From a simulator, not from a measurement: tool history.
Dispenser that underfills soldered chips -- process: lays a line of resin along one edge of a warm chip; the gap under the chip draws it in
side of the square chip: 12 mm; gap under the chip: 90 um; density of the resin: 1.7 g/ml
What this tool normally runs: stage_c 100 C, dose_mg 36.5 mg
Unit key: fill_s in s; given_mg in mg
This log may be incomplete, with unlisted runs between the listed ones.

run,hour,stage_c,dose_mg,fill_s,given_mg
1,0,100,36.5,121.1,35.12
2,5.4,100,40.6,148.3,38.65
# hour 10.9: new syringe of resin
3,11.4,89,36.5,144.3,35.15
4,15.1,89,36.5,169.5,34.74
5,20.8,89,36.5,216.2,34.63
6,25.2,89,40.1,259.3,38.19
# hour 25.8: new syringe of resin
7,28.7,91,40.1,147.8,37.99
# hour 32.5: dispensing valve cleaned and set on the balance
8,34.4,100,36.5,134.6,36.51
9,40.1,99,36.5,182.5,36.03
# hour 42.1: new syringe of resin
10,46.8,99,36.5,124.3,35.77
11,51.7,99,36.5,156.7,36.4
12,56.4,99,36.5,197.6,36.09
# hour 57.1: new syringe of resin
13,61.8,99,36.5,125.8,35.65
14,64.6,96,36.5,155.9,35.83
15,68.9,100,35.4,168.2,34.52
# hour 72.1: new syringe of resin
16,74.2,101,36.5,101.2,35.65
17,76.8,101,36.5,118.3,35.61
18,81.4,100,36.5,148.5,35.62
19,85.5,100,36.5,177.7,35.29
# hour 87.3: new syringe of resin
20,90.8,95,36.5,135.3,35.27
21,96.1,86,39.1,231.3,37.96
22,101.7,102,47.5,171.1,45.54
# hour 102.3: new syringe of resin
23,105.5,101,33.6,111.6,32.4
24,109.2,107,36,106.6,34.69
25,113.4,107,36.2,131.3,34.6
# hour 117.1: new syringe of resin
26,117.1,88,36.5,148.9,34.84
27,120.4,113,46.7,74.6,44.34
28,124.6,113,46.7,90.2,44.06
29,127.5,97,31.7,176.4,29.79
30,131.1,97,31.7,209,29.89
# hour 132.3: new syringe of resin
# hour 135.2: dispensing valve cleaned and set on the balance
31,136.1,111,38.3,78.9,38.25
32,140.8,111,38.3,96.9,38.22
33,144,111,38.3,111.3,37.88

Forecast run 34:
# hour 148.1: new syringe of resin
34,148.1,111,38.3,?,?

fill_s: 69.9 s
given_mg: 38.08 mg
With the hidden condition absent and the run-to-run variation left alone, this run would have shown fill_s 66.7 s, given_mg 38.46 mg.
